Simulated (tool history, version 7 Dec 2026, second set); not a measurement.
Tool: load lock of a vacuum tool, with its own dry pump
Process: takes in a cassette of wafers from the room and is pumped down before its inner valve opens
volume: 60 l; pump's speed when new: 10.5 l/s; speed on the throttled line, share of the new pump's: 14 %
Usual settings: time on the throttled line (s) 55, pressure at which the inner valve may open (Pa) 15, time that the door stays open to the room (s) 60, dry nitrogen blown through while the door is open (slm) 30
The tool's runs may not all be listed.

run    hour  time on the throttled line (s)  pressure at which the inner valve may open (Pa)  time that the door stays open to the room (s)  dry nitrogen blown through while the door is open (slm)  incoming humidity of the room's air, %  time from the closed door until the inner valve may open (s)  rise of the pressure with all valves shut (Pa/min)
  1       0                              55                                               15                                             60                                                       30                                    45.9                                                          97.1                                               0.032
  2    43.7                              55                                               15                                             60                                                       30                                    46.6                                                          96.8                                               0.022
  3   124.7                              55                                               15                                             60                                                       30                                    44.2                                                          98.3                                               0.027
  4   175.1                              55                                               15                                             60                                                       30                                    46.3                                                          96.6                                               0.034
  5   263.2                              55                                               15                                             60                                                       30                                      46                                                          98.4                                               0.027
  6   342.5                              55                                               15                                             60                                                       30                                    41.8                                                          98.7                                               0.027
  7   388.3                              55                                               15                                             71                                                       30                                    47.4                                                          97.2                                               0.035
  8   465.2                              45                                               15                                             60                                                       30                                    45.6                                                          88.9                                               0.028
  9   561.2                              45                                               15                                             84                                                       30                                      44                                                          88.8                                               0.038
 10   629.3                              45                                               15                                             84                                                       30                                    44.3                                                          88.6                                               0.043
 11   729.7                              55                                               15                                             60                                                       30                                      44                                                          98.4                                               0.033
 12     821                              68                                               15                                             60                                                       30                                    45.5                                                         108.8                                               0.039
 13     906                              68                                               15                                             60                                                       30                                      48                                                         108.2                                               0.034
 14   978.5                              68                                               26                                             60                                                       30                                    40.5                                                         106.6                                               0.037
 15  1038.3                              68                                               26                                             60                                                       30                                      43                                                           105                                               0.034
 16  1107.6                              55                                               15                                             38                                                       30                                      46                                                          98.4                                               0.026
 17  1175.8                              55                                               15                                             38                                                       30                                    42.6                                                          98.2                                               0.028
 18  1234.5                              55                                               15                                             38                                                       30                                    47.7                                                          97.5                                                0.03
 19  1307.5                              55                                               14                                             56                                                       30                                    41.2                                                          98.4                                               0.036
 20  1407.3                              55                                               14                                             55                                                       18                                    44.3                                                          97.8                                               0.041
 21    1474                              55                                               15                                             70                                                        6                                    41.7                                                          97.7                                               0.057
 22  1541.7                             108                                               15                                            109                                                       30                                    46.6                                                         142.8                                               0.058
 23  1620.7                              75                                               12                                            152                                                       30                                    45.2                                                           117                                               0.067
 24  1664.5                              84                                               15                                             36                                                        9                                    42.4                                                         124.6                                               0.046
 25  1731.8                              84                                               15                                             36                                                        9                                    48.7                                                         124.1                                               0.046
 26  1787.5                              84                                               15                                             36                                                        9                                    42.6                                                         123.8                                               0.042
 27  1864.2                              84                                               15                                             36                                                        9                                    43.2                                                         124.4                                               0.048
 28    1923                              30                                               15                                             60                                                       30                                      46                                                          77.3                                               0.046
 29  1996.7                              30                                               15                                             60                                                       30                                    44.3                                                          78.3                                               0.047
 30  2066.9                              55                                               22                                             55                                                       35                                    43.4                                                          96.9                                               0.045
 31    2155                              86                                               15                                             46                                                        7                                    45.3                                                         125.1                                               0.058
 32  2197.7                              53                                               25                                             99                                                        7                                    44.6                                                          93.7                                               0.089
 33  2298.4                              53                                               25                                             99                                                       11                                    40.7                                                          94.9                                               0.071
 34  2385.2                              53                                               11                                             65                                                       33                                    43.3                                                          99.8                                                0.05
 35  2480.5                              76                                               30                                             41                                                        6                                    42.5                                                         113.4                                               0.059
 36  2525.6                              76                                               12                                            132                                                        6                                    43.8                                                           118                                               0.108

5 ways to go on from here, each from the tool as it stands after run 36. What would each give?
  A  2570.3                              29                                               15                                             31                                                       30                                    43.4                                                             ?                                                   ?
  B  2570.3                              49                                               15                                             73                                                       30                                    45.5                                                             ?                                                   ?
  C  2570.3                              91                                               12                                            113                                                       20                                    44.8                                                             ?                                                   ?
  D  2570.3                              76                                               16                                             76                                                       35                                    46.8                                                             ?                                                   ?
  E  2570.3                              40                                               12                                             30                                                        6                                    43.4                                                             ?                                                   ?

run  time from the closed door until the inner valve may open (s)  rise of the pressure with all valves shut (Pa/min)
  A                                                          76.5                                               0.042
  B                                                          95.2                                               0.053
  C                                                         131.1                                               0.077
  D                                                         117.1                                               0.054
  E                                                          88.8                                               0.053
Without the tool's hidden state the same runs would have given:
run  time from the closed door until the inner valve may open (s)  rise of the pressure with all valves shut (Pa/min)
  A                                                          74.6                                               0.013
  B                                                          93.4                                               0.024
  C                                                         129.5                                               0.049
  D                                                         115.4                                               0.025
  E                                                          86.8                                               0.024

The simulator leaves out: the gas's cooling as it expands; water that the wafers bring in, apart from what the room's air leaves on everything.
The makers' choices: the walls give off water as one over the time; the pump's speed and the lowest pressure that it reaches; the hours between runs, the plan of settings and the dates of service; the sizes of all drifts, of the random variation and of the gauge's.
